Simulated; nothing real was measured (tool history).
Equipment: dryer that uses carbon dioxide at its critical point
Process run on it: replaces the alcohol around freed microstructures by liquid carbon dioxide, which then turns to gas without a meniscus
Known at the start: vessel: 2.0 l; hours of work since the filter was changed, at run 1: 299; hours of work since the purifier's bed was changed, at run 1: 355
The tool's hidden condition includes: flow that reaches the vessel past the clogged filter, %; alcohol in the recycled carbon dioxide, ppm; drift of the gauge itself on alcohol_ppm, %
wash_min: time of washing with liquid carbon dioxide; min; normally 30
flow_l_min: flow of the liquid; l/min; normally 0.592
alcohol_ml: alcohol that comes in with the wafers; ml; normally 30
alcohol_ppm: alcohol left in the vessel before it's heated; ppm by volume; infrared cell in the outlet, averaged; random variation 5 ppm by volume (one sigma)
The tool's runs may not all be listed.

run	hour	wash_min	flow_l_min	alcohol_ml	hours of work since the filter was changed	hours of work since the purifier's bed was changed	alcohol_ppm
1	0.0	30	0.592	30	299	355	173
2	23.5	30	0.592	30	315	371	167
3	52.1	30	0.592	30	334	391	182
4	82.6	30	0.592	30	355	411	203
5	116.4	30	0.592	30	378	434	202
6	158.1	40	0.592	30	407	463	154
# hour 164.3: inlet filter changed
7	180.7	30	0.643	30	11	477	161
8	213.3	30	0.643	30	33	500	173
9	256.7	30	0.592	112	63	529	261
10	286.9	30	0.592	112	84	550	274
11	319.3	30	0.592	22	106	572	192
12	349.2	30	0.592	22	126	592	201
13	373.1	30	0.592	22	142	609	217
14	414.1	30	0.592	27	170	636	228
15	436.5	30	0.592	27	185	652	238
16	465.8	30	0.642	27	205	672	224
17	491.3	30	0.642	27	223	689	231
18	520.5	30	0.642	27	243	709	239
19	544.9	30	0.642	27	259	726	250
20	589.6	30	0.584	30	290	756	299
# hour 595.5: purifier's bed changed
21	615.8	30	0.700	61	306	14	41
22	655.7	48	0.558	35	333	41	19
23	696.4	27	0.592	54	360	69	214
24	733.0	45	0.606	29	385	94	33
# hour 772.1: inlet filter changed
25	776.4	30	0.592	45	3	123	72
26	812.6	30	0.592	45	28	147	88
27	854.5	21	0.592	30	56	176	240
28	881.8	21	0.592	30	75	194	255

What will run 29 give?
29	921.2	21	0.471	26	102	221	?

{"run 29": {"alcohol_ppm": 509}}
Take away the tool's hidden state, keep the run-to-run variation as it was, and the same run would have given alcohol_ppm 370 ppm by volume.
